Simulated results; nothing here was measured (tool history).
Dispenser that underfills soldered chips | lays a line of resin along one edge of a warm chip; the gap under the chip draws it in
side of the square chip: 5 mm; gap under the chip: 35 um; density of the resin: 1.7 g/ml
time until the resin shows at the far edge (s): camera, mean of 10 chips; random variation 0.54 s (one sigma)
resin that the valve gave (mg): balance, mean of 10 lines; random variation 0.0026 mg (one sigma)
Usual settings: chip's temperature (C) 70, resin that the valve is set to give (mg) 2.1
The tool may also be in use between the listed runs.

run,day,chip's temperature (C),resin that the valve is set to give (mg),time until the resin shows at the far edge (s),resin that the valve gave (mg)
1,0,70,2.1,54.6,2.089
2,0.45,70,2.1,45.5,2.081
3,0.929,70,2.1,61.1,2.085
4,1.308,70,2.1,48.2,2.07
5,1.746,70,2.1,65,2.063
6,2.229,70,1.98,55.9,1.944
7,2.654,70,2.48,45.5,2.422
8,3.254,70,2.1,65.5,2.092
9,3.758,70,2.38,53.9,2.363
10,4.142,77,2.1,35.1,2.077
11,4.7,68,2.1,68.4,2.073
12,5.342,68,2.1,63.8,2.061
13,5.942,77,2.1,43,2.057
14,6.567,65,2.1,61.3,2.098
15,6.896,75,2.1,53.8,2.1
16,7.521,70,2.16,56.7,2.146
17,8.038,70,2.16,50.1,2.143
18,8.379,70,2.16,61.8,2.134
19,8.754,60,2.07,75.9,2.039
20,9.117,58,2.35,99.9,2.315
21,9.488,79,2.62,36.3,2.571
22,10.158,79,2.62,32.8,2.615
23,10.779,78,2.49,32.5,2.477
24,11.138,60,2.08,78.4,2.066
25,11.596,62,1.86,63.2,1.84
26,12.204,76,1.97,34.4,1.943
27,12.538,76,1.97,41.8,1.935
28,12.862,76,1.97,51.9,1.937
29,13.179,64,1.84,61.1,1.828
30,13.446,63,2.17,70.1,2.153
31,13.867,60,2.6,64.7,2.58
32,14.479,66,2.27,46.8,2.24
33,14.854,63,2.46,64.1,2.421
34,15.408,81,2,32.6,1.965
35,15.925,67,2.37,44.3,2.316
36,16.483,67,2.37,60.3,2.364

Not shown: 27 entries that the log had between the listed runs. Between which runs, and how does the tool's hidden state differ before and after?
Between runs 1 and 2: new syringe of resin (day 0.338)
  resin's viscosity, % of fresh resin's: 128.5 -> 106.9; dose that the valve gives, % of what is set: 99.45 -> 99.16; true chip temperature over the reading, C: 1.32 -> 1.34
  measured less the result without the state, time until the resin shows at the far edge (s): +10.1 -> +0.9; resin that the valve gave (mg): -0.012 -> -0.017
Between runs 3 and 4: new syringe of resin (day 1.05)
  resin's viscosity, % of fresh resin's: 142.7 -> 115.1; dose that the valve gives, % of what is set: 98.83 -> 98.57; true chip temperature over the reading, C: 1.38 -> 1.4
  measured less the result without the state, time until the resin shows at the far edge (s): +16.2 -> +4.3; resin that the valve gave (mg): -0.025 -> -0.03
Between runs 5 and 6: new syringe of resin (day 1.8)
  resin's viscosity, % of fresh resin's: 149.9 -> 128.4; dose that the valve gives, % of what is set: 98.32 -> 98.02; true chip temperature over the reading, C: 1.43 -> 1.46
  measured less the result without the state, time until the resin shows at the far edge (s): +19.4 -> +10.2; resin that the valve gave (mg): -0.035 -> -0.039
Between runs 6 and 7: new syringe of resin (day 2.521)
  resin's viscosity, % of fresh resin's: 128.4 -> 109.2; dose that the valve gives, % of what is set: 98.02 -> 97.76; true chip temperature over the reading, C: 1.46 -> 1.49
  measured less the result without the state, time until the resin shows at the far edge (s): +10.2 -> +1.7; resin that the valve gave (mg): -0.039 -> -0.055
Between runs 7 and 8: dispensing valve cleaned and set on the balance (day 2.829)
  resin's viscosity, % of fresh resin's: 109.2 -> 153.1; dose that the valve gives, % of what is set: 97.76 -> 99.55; true chip temperature over the reading, C: 1.49 -> 1.52
  measured less the result without the state, time until the resin shows at the far edge (s): +1.7 -> +20.4; resin that the valve gave (mg): -0.055 -> -0.01
Between runs 8 and 9: new syringe of resin (day 3.296)
  resin's viscosity, % of fresh resin's: 153.1 -> 131; dose that the valve gives, % of what is set: 99.55 -> 99.21; true chip temperature over the reading, C: 1.52 -> 1.56
  measured less the result without the state, time until the resin shows at the far edge (s): +20.4 -> +10.4; resin that the valve gave (mg): -0.01 -> -0.018
Between runs 9 and 10: new syringe of resin (day 4.021)
  resin's viscosity, % of fresh resin's: 131 -> 107; dose that the valve gives, % of what is set: 99.21 -> 98.97; true chip temperature over the reading, C: 1.56 -> 1.58
  measured less the result without the state, time until the resin shows at the far edge (s): +10.4 -> +0.5; resin that the valve gave (mg): -0.018 -> -0.021
Between runs 11 and 12: new syringe of resin (day 4.746)
  resin's viscosity, % of fresh resin's: 150 -> 142.6; dose that the valve gives, % of what is set: 98.6 -> 98.23; true chip temperature over the reading, C: 1.62 -> 1.66
  measured less the result without the state, time until the resin shows at the far edge (s): +20.2 -> +16.3; resin that the valve gave (mg): -0.029 -> -0.037
Between runs 12 and 13: new syringe of resin (day 5.467)
  resin's viscosity, % of fresh resin's: 142.6 -> 132.3; dose that the valve gives, % of what is set: 98.23 -> 97.86; true chip temperature over the reading, C: 1.66 -> 1.7
  measured less the result without the state, time until the resin shows at the far edge (s): +16.3 -> +8.7; resin that the valve gave (mg): -0.037 -> -0.045
Between runs 13 and 14: new syringe of resin (day 6.212); dispensing valve cleaned and set on the balance (day 6.254)
  resin's viscosity, % of fresh resin's: 132.3 -> 122.7; dose that the valve gives, % of what is set: 97.86 -> 100.05; true chip temperature over the reading, C: 1.7 -> 1.73
  measured less the result without the state, time until the resin shows at the far edge (s): +8.7 -> +8; resin that the valve gave (mg): -0.045 -> +0.001
Between runs 15 and 16: new syringe of resin (day 6.979)
  resin's viscosity, % of fresh resin's: 149.7 -> 137.9; dose that the valve gives, % of what is set: 99.85 -> 99.47; true chip temperature over the reading, C: 1.75 -> 1.79
  measured less the result without the state, time until the resin shows at the far edge (s): +15.6 -> +13; resin that the valve gave (mg): -0.003 -> -0.012
Between runs 16 and 17: new syringe of resin (day 7.712)
  resin's viscosity, % of fresh resin's: 137.9 -> 120.6; dose that the valve gives, % of what is set: 99.47 -> 99.14; true chip temperature over the reading, C: 1.79 -> 1.83
  measured less the result without the state, time until the resin shows at the far edge (s): +13 -> +5.8; resin that the valve gave (mg): -0.012 -> -0.018
Between runs 18 and 19: new syringe of resin (day 8.425)
  resin's viscosity, % of fresh resin's: 148.1 -> 124.4; dose that the valve gives, % of what is set: 98.93 -> 98.69; true chip temperature over the reading, C: 1.85 -> 1.87
  measured less the result without the state, time until the resin shows at the far edge (s): +17.2 -> +10.5; resin that the valve gave (mg): -0.023 -> -0.027
Between runs 20 and 21: new syringe of resin (day 9.171)
  resin's viscosity, % of fresh resin's: 154.9 -> 121.2; dose that the valve gives, % of what is set: 98.45 -> 98.21; true chip temperature over the reading, C: 1.89 -> 1.92
  measured less the result without the state, time until the resin shows at the far edge (s): +30.5 -> +4.3; resin that the valve gave (mg): -0.036 -> -0.047
Between runs 21 and 22: dispensing valve cleaned and set on the balance (day 9.633); new syringe of resin (day 9.954)
  resin's viscosity, % of fresh resin's: 121.2 -> 112.8; dose that the valve gives, % of what is set: 98.21 -> 99.87; true chip temperature over the reading, C: 1.92 -> 1.96
  measured less the result without the state, time until the resin shows at the far edge (s): +4.3 -> +1.7; resin that the valve gave (mg): -0.047 -> -0.003
Between runs 22 and 23: new syringe of resin (day 10.7)
  resin's viscosity, % of fresh resin's: 112.8 -> 106; dose that the valve gives, % of what is set: 99.87 -> 99.47; true chip temperature over the reading, C: 1.96 -> 2
  measured less the result without the state, time until the resin shows at the far edge (s): +1.7 -> -0.4; resin that the valve gave (mg): -0.003 -> -0.013
Between runs 24 and 25: new syringe of resin (day 11.442)
  resin's viscosity, % of fresh resin's: 131.5 -> 110.4; dose that the valve gives, % of what is set: 99.24 -> 98.93; true chip temperature over the reading, C: 2.02 -> 2.05
  measured less the result without the state, time until the resin shows at the far edge (s): +14.1 -> +1.6; resin that the valve gave (mg): -0.016 -> -0.019
Between runs 25 and 26: new syringe of resin (day 12.171)
  resin's viscosity, % of fresh resin's: 110.4 -> 100.6; dose that the valve gives, % of what is set: 98.93 -> 98.58; true chip temperature over the reading, C: 2.05 -> 2.09
  measured less the result without the state, time until the resin shows at the far edge (s): +1.6 -> -2.2; resin that the valve gave (mg): -0.019 -> -0.028
Between runs 28 and 29: new syringe of resin (day 12.933); dispensing valve cleaned and set on the balance (day 13.025)
  resin's viscosity, % of fresh resin's: 149.8 -> 113.8; dose that the valve gives, % of what is set: 98.14 -> 99.52; true chip temperature over the reading, C: 2.14 -> 2.16
  measured less the result without the state, time until the resin shows at the far edge (s): +14.6 -> +3; resin that the valve gave (mg): -0.037 -> -0.009
Between runs 30 and 31: new syringe of resin (day 13.7)
  resin's viscosity, % of fresh resin's: 133.9 -> 110.7; dose that the valve gives, % of what is set: 99.35 -> 99.09; true chip temperature over the reading, C: 2.17 -> 2.2
  measured less the result without the state, time until the resin shows at the far edge (s): +13.4 -> +1.1; resin that the valve gave (mg): -0.014 -> -0.024
Between runs 31 and 32: new syringe of resin (day 14.433)
  resin's viscosity, % of fresh resin's: 110.7 -> 100.3; dose that the valve gives, % of what is set: 99.09 -> 98.68; true chip temperature over the reading, C: 2.2 -> 2.24
  measured less the result without the state, time until the resin shows at the far edge (s): +1.1 -> -3.8; resin that the valve gave (mg): -0.024 -> -0.03
Between runs 33 and 34: new syringe of resin (day 15.188)
  resin's viscosity, % of fresh resin's: 125.7 -> 115.6; dose that the valve gives, % of what is set: 98.4 -> 98.04; true chip temperature over the reading, C: 2.26 -> 2.3
  measured less the result without the state, time until the resin shows at the far edge (s): +8.6 -> +2.3; resin that the valve gave (mg): -0.039 -> -0.039
Between runs 34 and 35: new syringe of resin (day 15.921)
  resin's viscosity, % of fresh resin's: 115.6 -> 99.4; dose that the valve gives, % of what is set: 98.04 -> 97.72; true chip temperature over the reading, C: 2.3 -> 2.33
  measured less the result without the state, time until the resin shows at the far edge (s): +2.3 -> -4.1; resin that the valve gave (mg): -0.039 -> -0.054
Between runs 35 and 36: dispensing valve cleaned and set on the balance (day 16.417)
  resin's viscosity, % of fresh resin's: 99.4 -> 135.8; dose that the valve gives, % of what is set: 97.72 -> 99.84; true chip temperature over the reading, C: 2.33 -> 2.37
  measured less the result without the state, time until the resin shows at the far edge (s): -4.1 -> +12; resin that the valve gave (mg): -0.054 -> -0.004

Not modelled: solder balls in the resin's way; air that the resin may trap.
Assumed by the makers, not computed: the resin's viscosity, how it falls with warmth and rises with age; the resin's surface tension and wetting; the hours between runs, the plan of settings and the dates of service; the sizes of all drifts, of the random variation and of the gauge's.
